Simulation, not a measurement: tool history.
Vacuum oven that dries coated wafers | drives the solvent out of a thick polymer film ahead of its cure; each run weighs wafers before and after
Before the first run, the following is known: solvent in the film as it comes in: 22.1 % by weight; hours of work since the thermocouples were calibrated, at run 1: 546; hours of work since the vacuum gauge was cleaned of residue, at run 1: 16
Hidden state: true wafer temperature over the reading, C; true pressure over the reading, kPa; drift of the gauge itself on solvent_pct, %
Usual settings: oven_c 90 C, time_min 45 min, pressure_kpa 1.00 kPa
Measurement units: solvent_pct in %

| run | hour | oven_c | time_min | pressure_kpa | hours of work since the thermocouples were calibrated | hours of work since the vacuum gauge was cleaned of residue | solvent_pct |
|---|---|---|---|---|---|---|---|
| 1 | 0.0 | 90 | 45 | 1.00 | 546 | 16 | 1.53 |
| 2 | 23.0 | 90 | 80 | 1.00 | 558 | 28 | 0.99 |
| 3 | 42.2 | 90 | 80 | 1.00 | 569 | 38 | 0.99 |
| 4 | 52.8 | 89 | 45 | 1.00 | 574 | 44 | 1.63 |
| 5 | 73.8 | 89 | 45 | 1.00 | 585 | 55 | 1.68 |
| 6 | 84.8 | 84 | 45 | 1.00 | 591 | 61 | 2.47 |
| 7 | 103.1 | 90 | 45 | 0.83 | 601 | 71 | 1.35 |
| 8 | 127.7 | 90 | 45 | 1.00 | 614 | 84 | 1.54 |
| 9 | 144.2 | 90 | 45 | 1.00 | 623 | 93 | 1.60 |
| 10 | 158.8 | 97 | 45 | 1.00 | 631 | 100 | 0.84 |
| 11 | 170.7 | 97 | 37 | 1.00 | 637 | 107 | 1.13 |
| 12 | 192.4 | 97 | 39 | 1.00 | 649 | 118 | 1.04 |
| 13 | 206.0 | 97 | 39 | 1.00 | 656 | 126 | 1.03 |
| 14 | 218.6 | 97 | 39 | 1.00 | 663 | 132 | 0.96 |
| 15 | 234.7 | 90 | 45 | 1.00 | 671 | 141 | 1.51 |
| 16 | 258.1 | 90 | 57 | 1.00 | 684 | 153 | 1.21 |
| 17 | 277.8 | 90 | 45 | 1.00 | 694 | 164 | 1.49 |
| 18 | 296.9 | 90 | 45 | 3.04 | 705 | 174 | 3.24 |
| 19 | 319.8 | 90 | 45 | 3.04 | 717 | 186 | 3.23 |
| 20 | 338.1 | 90 | 45 | 3.04 | 727 | 196 | 3.22 |
| 21 | 353.7 | 82 | 45 | 0.86 | 735 | 204 | 2.69 |
| 22 | 368.3 | 100 | 27 | 1.43 | 743 | 212 | 1.64 |
| 23 | 382.3 | 78 | 45 | 2.49 | 750 | 220 | 5.71 |
| 24 | 403.9 | 91 | 45 | 0.92 | 762 | 231 | 1.42 |
| 25 | 418.6 | 104 | 48 | 0.92 | 769 | 239 | 0.57 |
| 26 | 438.8 | 104 | 48 | 0.92 | 780 | 250 | 0.57 |
| 27 | 460.3 | 104 | 48 | 0.92 | 792 | 261 | 0.52 |
| 28 | 481.6 | 104 | 31 | 2.56 | 803 | 273 | 1.61 |
| 29 | 502.2 | 104 | 31 | 2.56 | 814 | 284 | 1.65 |
| 30 | 515.1 | 97 | 30 | 0.68 | 821 | 291 | 1.29 |
| 31 | 535.3 | 97 | 30 | 0.68 | 832 | 301 | 1.35 |
| 32 | 557.7 | 97 | 30 | 0.68 | 844 | 313 | 1.30 |
| 33 | 581.9 | 97 | 30 | 0.68 | 857 | 326 | 1.38 |
| 34 | 605.7 | 97 | 30 | 0.68 | 869 | 339 | 1.31 |
| 35 | 617.4 | 97 | 30 | 0.68 | 876 | 345 | 1.36 |
| 36 | 629.1 | 97 | 60 | 0.68 | 882 | 351 | 0.59 |
| 37 | 640.2 | 97 | 60 | 0.68 | 888 | 357 | 0.61 |
| 38 | 652.7 | 97 | 60 | 0.68 | 894 | 364 | 0.62 |

Branching from run 38: 3 alternative next runs. What would each branch give?
| A | 666.5 | 89 | 23 | 1.60 | 902 | 371 | ? |
| B | 666.5 | 97 | 60 | 3.31 | 902 | 371 | ? |
| C | 666.5 | 91 | 45 | 1.64 | 902 | 371 | ? |

| run | solvent_pct |
|---|---|
| A | 4.64 |
| B | 2.31 |
| C | 1.92 |
Take away the tool's hidden state, keep each run's random variation, and the runs would have read:
| run | solvent_pct |
|---|---|
| A | 5.00 |
| B | 2.35 |
| C | 2.00 |
